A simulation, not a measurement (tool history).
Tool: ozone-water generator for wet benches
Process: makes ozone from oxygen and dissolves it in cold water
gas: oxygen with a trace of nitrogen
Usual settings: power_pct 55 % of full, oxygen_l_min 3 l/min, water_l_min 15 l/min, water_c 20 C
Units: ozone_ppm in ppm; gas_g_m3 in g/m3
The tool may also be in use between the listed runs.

{"run": 1, "hour": 0.0, "power_pct": 55, "oxygen_l_min": 3, "water_l_min": 15, "water_c": 20, "ozone_ppm": 14, "gas_g_m3": 195.5}
{"run": 2, "hour": 105.9, "power_pct": 55, "oxygen_l_min": 3, "water_l_min": 15, "water_c": 20, "ozone_ppm": 14.2, "gas_g_m3": 193.1}
{"run": 3, "hour": 265.8, "power_pct": 53, "oxygen_l_min": 3, "water_l_min": 15, "water_c": 20, "ozone_ppm": 13.8, "gas_g_m3": 188.8}
{"run": 4, "hour": 359.7, "power_pct": 55, "oxygen_l_min": 3, "water_l_min": 15, "water_c": 20, "ozone_ppm": 14.1, "gas_g_m3": 195.3}
{"run": 5, "hour": 435.2, "power_pct": 55, "oxygen_l_min": 3, "water_l_min": 13, "water_c": 20, "ozone_ppm": 15.8, "gas_g_m3": 195.1}
{"run": 6, "hour": 529.0, "power_pct": 55, "oxygen_l_min": 4.32, "water_l_min": 15, "water_c": 20, "ozone_ppm": 13.6, "gas_g_m3": 152.5}
{"run": 7, "hour": 686.3, "power_pct": 55, "oxygen_l_min": 3, "water_l_min": 15, "water_c": 20, "ozone_ppm": 13.9, "gas_g_m3": 193.7}
{"run": 8, "hour": 785.4, "power_pct": 69, "oxygen_l_min": 3, "water_l_min": 15, "water_c": 20, "ozone_ppm": 16.3, "gas_g_m3": 226.5}
{"run": 9, "hour": 907.7, "power_pct": 69, "oxygen_l_min": 3, "water_l_min": 15, "water_c": 20, "ozone_ppm": 16.3, "gas_g_m3": 226.1}
{"run": 10, "hour": 1005.6, "power_pct": 55, "oxygen_l_min": 3, "water_l_min": 15, "water_c": 20, "ozone_ppm": 14.1, "gas_g_m3": 194.7}
{"run": 11, "hour": 1136.9, "power_pct": 55, "oxygen_l_min": 3, "water_l_min": 15, "water_c": 20, "ozone_ppm": 14, "gas_g_m3": 195.5}
{"run": 12, "hour": 1203.9, "power_pct": 55, "oxygen_l_min": 3, "water_l_min": 15, "water_c": 20, "ozone_ppm": 14.1, "gas_g_m3": 195.4}
{"run": 13, "hour": 1291.0, "power_pct": 55, "oxygen_l_min": 3, "water_l_min": 15, "water_c": 20, "ozone_ppm": 14.3, "gas_g_m3": 194.4}
{"run": 14, "hour": 1402.8, "power_pct": 55, "oxygen_l_min": 3, "water_l_min": 15, "water_c": 20, "ozone_ppm": 13.9, "gas_g_m3": 194.2}
{"run": 15, "hour": 1526.6, "power_pct": 94, "oxygen_l_min": 3, "water_l_min": 15, "water_c": 20, "ozone_ppm": 20.4, "gas_g_m3": 277.3}
{"run": 16, "hour": 1676.6, "power_pct": 94, "oxygen_l_min": 3, "water_l_min": 15, "water_c": 20, "ozone_ppm": 20.3, "gas_g_m3": 275.7}
{"run": 17, "hour": 1815.3, "power_pct": 94, "oxygen_l_min": 3, "water_l_min": 15, "water_c": 20, "ozone_ppm": 20, "gas_g_m3": 274.8}
{"run": 18, "hour": 1935.5, "power_pct": 67, "oxygen_l_min": 5.04, "water_l_min": 11, "water_c": 15, "ozone_ppm": 20, "gas_g_m3": 158.6}
{"run": 19, "hour": 2064.1, "power_pct": 65, "oxygen_l_min": 3.15, "water_l_min": 20, "water_c": 13, "ozone_ppm": 13.2, "gas_g_m3": 210.7}
{"run": 20, "hour": 2130.9, "power_pct": 55, "oxygen_l_min": 1.59, "water_l_min": 15, "water_c": 20, "ozone_ppm": 14, "gas_g_m3": 295.1}
{"run": 21, "hour": 2277.1, "power_pct": 92, "oxygen_l_min": 4.44, "water_l_min": 15, "water_c": 20, "ozone_ppm": 19.2, "gas_g_m3": 210.4}
{"hour": 2347.2, "done": "contactor cleaned"}
{"run": 22, "hour": 2444.0, "power_pct": 44, "oxygen_l_min": 3.63, "water_l_min": 14, "water_c": 20, "ozone_ppm": 12.5, "gas_g_m3": 147.8}
{"run": 23, "hour": 2600.8, "power_pct": 55, "oxygen_l_min": 3, "water_l_min": 19, "water_c": 20, "ozone_ppm": 11.4, "gas_g_m3": 194.7}
{"run": 24, "hour": 2720.9, "power_pct": 46, "oxygen_l_min": 3, "water_l_min": 15, "water_c": 14, "ozone_ppm": 13.4, "gas_g_m3": 173.5}
{"run": 25, "hour": 2836.6, "power_pct": 46, "oxygen_l_min": 3, "water_l_min": 15, "water_c": 14, "ozone_ppm": 13.4, "gas_g_m3": 171.7}
{"run": 26, "hour": 2966.3, "power_pct": 50, "oxygen_l_min": 3, "water_l_min": 15, "water_c": 16, "ozone_ppm": 14, "gas_g_m3": 183.1}
{"run": 27, "hour": 3074.9, "power_pct": 50, "oxygen_l_min": 3, "water_l_min": 11, "water_c": 16, "ozone_ppm": 17.8, "gas_g_m3": 182.9}
{"run": 28, "hour": 3156.9, "power_pct": 55, "oxygen_l_min": 3, "water_l_min": 12, "water_c": 25, "ozone_ppm": 15.5, "gas_g_m3": 195.4}
{"run": 29, "hour": 3269.5, "power_pct": 55, "oxygen_l_min": 3, "water_l_min": 12, "water_c": 25, "ozone_ppm": 15.7, "gas_g_m3": 194}
{"hour": 3354.4, "done": "water thermometer calibrated"}
{"run": 30, "hour": 3377.8, "power_pct": 55, "oxygen_l_min": 3, "water_l_min": 15, "water_c": 18, "ozone_ppm": 14.3, "gas_g_m3": 196}
{"run": 31, "hour": 3453.0, "power_pct": 97, "oxygen_l_min": 2.68, "water_l_min": 16, "water_c": 18, "ozone_ppm": 20.1, "gas_g_m3": 305}
{"run": 32, "hour": 3542.2, "power_pct": 97, "oxygen_l_min": 3.14, "water_l_min": 16, "water_c": 17, "ozone_ppm": 20.4, "gas_g_m3": 272.4}

5 ways to go on from here, each from the tool as it stands after run 32. What would each give?
{"run": "A", "hour": 3627.2, "power_pct": 81, "oxygen_l_min": 3.14, "water_l_min": 19, "water_c": 27, "ozone_ppm": "?", "gas_g_m3": "?"}
{"run": "B", "hour": 3627.2, "power_pct": 97, "oxygen_l_min": 3.14, "water_l_min": 19, "water_c": 17, "ozone_ppm": "?", "gas_g_m3": "?"}
{"run": "C", "hour": 3627.2, "power_pct": 40, "oxygen_l_min": 3, "water_l_min": 11, "water_c": 21, "ozone_ppm": "?", "gas_g_m3": "?"}
{"run": "D", "hour": 3627.2, "power_pct": 81, "oxygen_l_min": 1.69, "water_l_min": 17, "water_c": 20, "ozone_ppm": "?", "gas_g_m3": "?"}
{"run": "E", "hour": 3627.2, "power_pct": 55, "oxygen_l_min": 1.52, "water_l_min": 18, "water_c": 18, "ozone_ppm": "?", "gas_g_m3": "?"}

run=A ozone_ppm=13.7 gas_g_m3=244
run=B ozone_ppm=17.5 gas_g_m3=275.5
run=C ozone_ppm=14.2 gas_g_m3=156.9
run=D ozone_ppm=16.1 gas_g_m3=364.2
run=E ozone_ppm=11.6 gas_g_m3=302.5
Without the tool's hidden state the same runs would have given:
run=A ozone_ppm=13.8 gas_g_m3=244.7
run=B ozone_ppm=17.5 gas_g_m3=276.4
run=C ozone_ppm=14.2 gas_g_m3=157.1
run=D ozone_ppm=16.1 gas_g_m3=365.3
run=E ozone_ppm=11.7 gas_g_m3=303.2
